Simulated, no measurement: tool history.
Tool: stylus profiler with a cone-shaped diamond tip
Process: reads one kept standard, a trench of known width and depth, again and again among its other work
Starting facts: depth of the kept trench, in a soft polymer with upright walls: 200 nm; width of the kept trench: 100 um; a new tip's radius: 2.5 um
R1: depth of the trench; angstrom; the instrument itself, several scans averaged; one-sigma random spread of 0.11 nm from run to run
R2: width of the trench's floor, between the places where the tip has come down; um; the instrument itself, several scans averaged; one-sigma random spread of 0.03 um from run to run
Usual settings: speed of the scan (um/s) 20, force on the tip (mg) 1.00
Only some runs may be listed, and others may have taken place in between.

{"run": 1, "hour": 0.0, "speed of the scan (um/s)": 20, "force on the tip (mg)": 1.0, "R1": 2020.3, "R2": 97.77}
{"run": 2, "hour": 51.0, "speed of the scan (um/s)": 20, "force on the tip (mg)": 1.0, "R1": 2019.3, "R2": 97.83}
{"run": 3, "hour": 122.1, "speed of the scan (um/s)": 29, "force on the tip (mg)": 1.0, "R1": 2021.0, "R2": 97.67}
{"run": 4, "hour": 222.3, "speed of the scan (um/s)": 29, "force on the tip (mg)": 1.0, "R1": 2021.3, "R2": 97.6}
{"run": 5, "hour": 314.2, "speed of the scan (um/s)": 29, "force on the tip (mg)": 1.0, "R1": 2021.9, "R2": 97.66}
{"run": 6, "hour": 358.9, "speed of the scan (um/s)": 20, "force on the tip (mg)": 1.0, "R1": 2022.3, "R2": 97.73}
{"run": 7, "hour": 427.4, "speed of the scan (um/s)": 7, "force on the tip (mg)": 2.29, "R1": 2035.1, "R2": 97.86}
{"run": 8, "hour": 509.8, "speed of the scan (um/s)": 7, "force on the tip (mg)": 1.27, "R1": 2025.5, "R2": 97.8}

Run 9 is up next; what results do you expect?
{"run": 9, "hour": 601.1, "speed of the scan (um/s)": 13, "force on the tip (mg)": 0.43, "R1": "?", "R2": "?"}

Run 9 came out at R1 2014.0 angstrom, R2 97.65 um.
With the hidden condition absent and the run-to-run variation left alone, this run would have shown R1 2008.7 angstrom, R2 97.84 um.

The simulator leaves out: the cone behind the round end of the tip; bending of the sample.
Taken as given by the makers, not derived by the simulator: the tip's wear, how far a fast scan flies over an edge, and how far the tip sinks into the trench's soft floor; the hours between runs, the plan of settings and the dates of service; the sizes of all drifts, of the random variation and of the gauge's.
